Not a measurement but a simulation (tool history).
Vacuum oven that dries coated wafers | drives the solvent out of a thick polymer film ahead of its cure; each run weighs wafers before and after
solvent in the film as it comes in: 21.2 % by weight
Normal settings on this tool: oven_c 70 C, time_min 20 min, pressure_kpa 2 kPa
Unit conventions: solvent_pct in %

{"run": 1, "hour": 0.0, "oven_c": 70, "time_min": 20, "pressure_kpa": 2, "solvent_pct": 1.39}
{"run": 2, "hour": 53.1, "oven_c": 63, "time_min": 20, "pressure_kpa": 2, "solvent_pct": 3.77}
{"run": 3, "hour": 79.0, "oven_c": 63, "time_min": 20, "pressure_kpa": 2, "solvent_pct": 3.69}
{"run": 4, "hour": 139.5, "oven_c": 70, "time_min": 20, "pressure_kpa": 7.95, "solvent_pct": 3.33}
{"run": 5, "hour": 165.7, "oven_c": 70, "time_min": 20, "pressure_kpa": 7.95, "solvent_pct": 3.32}
{"run": 6, "hour": 193.4, "oven_c": 70, "time_min": 20, "pressure_kpa": 7.95, "solvent_pct": 3.32}
{"run": 7, "hour": 224.7, "oven_c": 70, "time_min": 20, "pressure_kpa": 7.95, "solvent_pct": 3.29}
{"run": 8, "hour": 271.2, "oven_c": 70, "time_min": 12, "pressure_kpa": 2, "solvent_pct": 3.11}
{"run": 9, "hour": 309.4, "oven_c": 70, "time_min": 12, "pressure_kpa": 2, "solvent_pct": 3.07}
{"run": 10, "hour": 364.2, "oven_c": 70, "time_min": 12, "pressure_kpa": 2, "solvent_pct": 3.05}
{"run": 11, "hour": 401.1, "oven_c": 70, "time_min": 25, "pressure_kpa": 2, "solvent_pct": 0.99}
{"run": 12, "hour": 450.4, "oven_c": 70, "time_min": 20, "pressure_kpa": 2, "solvent_pct": 1.34}
{"run": 13, "hour": 512.9, "oven_c": 70, "time_min": 20, "pressure_kpa": 2, "solvent_pct": 1.32}
{"run": 14, "hour": 539.8, "oven_c": 70, "time_min": 20, "pressure_kpa": 2, "solvent_pct": 1.32}
{"run": 15, "hour": 566.9, "oven_c": 70, "time_min": 20, "pressure_kpa": 2, "solvent_pct": 1.31}
{"run": 16, "hour": 593.1, "oven_c": 70, "time_min": 20, "pressure_kpa": 2, "solvent_pct": 1.33}
{"run": 17, "hour": 624.8, "oven_c": 70, "time_min": 20, "pressure_kpa": 1.14, "solvent_pct": 1.03}
{"run": 18, "hour": 682.7, "oven_c": 70, "time_min": 20, "pressure_kpa": 2, "solvent_pct": 1.3}
{"run": 19, "hour": 723.4, "oven_c": 70, "time_min": 20, "pressure_kpa": 2, "solvent_pct": 1.31}
{"run": 20, "hour": 764.2, "oven_c": 70, "time_min": 20, "pressure_kpa": 6.51, "solvent_pct": 2.77}
{"run": 21, "hour": 799.6, "oven_c": 70, "time_min": 25, "pressure_kpa": 2, "solvent_pct": 0.95}
{"run": 22, "hour": 827.3, "oven_c": 70, "time_min": 20, "pressure_kpa": 2, "solvent_pct": 1.29}
{"run": 23, "hour": 862.5, "oven_c": 70, "time_min": 20, "pressure_kpa": 2, "solvent_pct": 1.29}
{"run": 24, "hour": 900.3, "oven_c": 81, "time_min": 10, "pressure_kpa": 3.08, "solvent_pct": 0.97}
{"run": 25, "hour": 954.6, "oven_c": 81, "time_min": 10, "pressure_kpa": 3.08, "solvent_pct": 0.97}
{"run": 26, "hour": 982.3, "oven_c": 85, "time_min": 21, "pressure_kpa": 6.02, "solvent_pct": 1.1}
{"hour": 995.1, "done": "oven's thermocouples calibrated"}
{"run": 27, "hour": 1020.8, "oven_c": 58, "time_min": 20, "pressure_kpa": 1.36, "solvent_pct": 6.11}
{"run": 28, "hour": 1055.3, "oven_c": 58, "time_min": 20, "pressure_kpa": 1.36, "solvent_pct": 6.09}
{"run": 29, "hour": 1099.6, "oven_c": 69, "time_min": 26, "pressure_kpa": 2, "solvent_pct": 1.12}
{"run": 30, "hour": 1156.5, "oven_c": 70, "time_min": 11, "pressure_kpa": 2, "solvent_pct": 3.55}
{"run": 31, "hour": 1191.4, "oven_c": 65, "time_min": 10, "pressure_kpa": 2, "solvent_pct": 6.58}
{"run": 32, "hour": 1250.7, "oven_c": 69, "time_min": 17, "pressure_kpa": 6.82, "solvent_pct": 3.68}
{"run": 33, "hour": 1289.8, "oven_c": 69, "time_min": 17, "pressure_kpa": 6.82, "solvent_pct": 3.68}
{"run": 34, "hour": 1353.7, "oven_c": 69, "time_min": 17, "pressure_kpa": 6.82, "solvent_pct": 3.65}
{"run": 35, "hour": 1391.8, "oven_c": 60, "time_min": 20, "pressure_kpa": 2, "solvent_pct": 5.12}
{"run": 36, "hour": 1426.0, "oven_c": 60, "time_min": 20, "pressure_kpa": 2, "solvent_pct": 5.12}
{"run": 37, "hour": 1466.2, "oven_c": 83, "time_min": 20, "pressure_kpa": 1.59, "solvent_pct": 0.37}
{"run": 38, "hour": 1504.4, "oven_c": 81, "time_min": 33, "pressure_kpa": 5.39, "solvent_pct": 1.19}
{"run": 39, "hour": 1535.1, "oven_c": 70, "time_min": 25, "pressure_kpa": 3.89, "solvent_pct": 1.62}
{"run": 40, "hour": 1565.0, "oven_c": 85, "time_min": 21, "pressure_kpa": 2.96, "solvent_pct": 0.61}
{"run": 41, "hour": 1625.6, "oven_c": 82, "time_min": 23, "pressure_kpa": 2.3, "solvent_pct": 0.51}
{"run": 42, "hour": 1651.3, "oven_c": 81, "time_min": 26, "pressure_kpa": 2.3, "solvent_pct": 0.56}
{"run": 43, "hour": 1692.4, "oven_c": 81, "time_min": 26, "pressure_kpa": 2.3, "solvent_pct": 0.53}
{"run": 44, "hour": 1725.1, "oven_c": 67, "time_min": 16, "pressure_kpa": 1.26, "solvent_pct": 2.6}
{"run": 45, "hour": 1766.9, "oven_c": 68, "time_min": 14, "pressure_kpa": 2, "solvent_pct": 3.06}
{"run": 46, "hour": 1826.2, "oven_c": 65, "time_min": 34, "pressure_kpa": 1.34, "solvent_pct": 1.02}

3 ways to go on from here, each from the tool as it stands after run 46. What would each give?
{"run": "A", "hour": 1875.5, "oven_c": 70, "time_min": 20, "pressure_kpa": 2.15, "solvent_pct": "?"}
{"run": "B", "hour": 1875.5, "oven_c": 74, "time_min": 18, "pressure_kpa": 1.47, "solvent_pct": "?"}
{"run": "C", "hour": 1875.5, "oven_c": 70, "time_min": 21, "pressure_kpa": 3.56, "solvent_pct": "?"}

run=A solvent_pct=1.34
run=B solvent_pct=0.73
run=C solvent_pct=1.72
Stripped of hidden state, with their random variation kept, the same runs would have yielded:
run=A solvent_pct=1.45
run=B solvent_pct=0.76
run=C solvent_pct=1.83
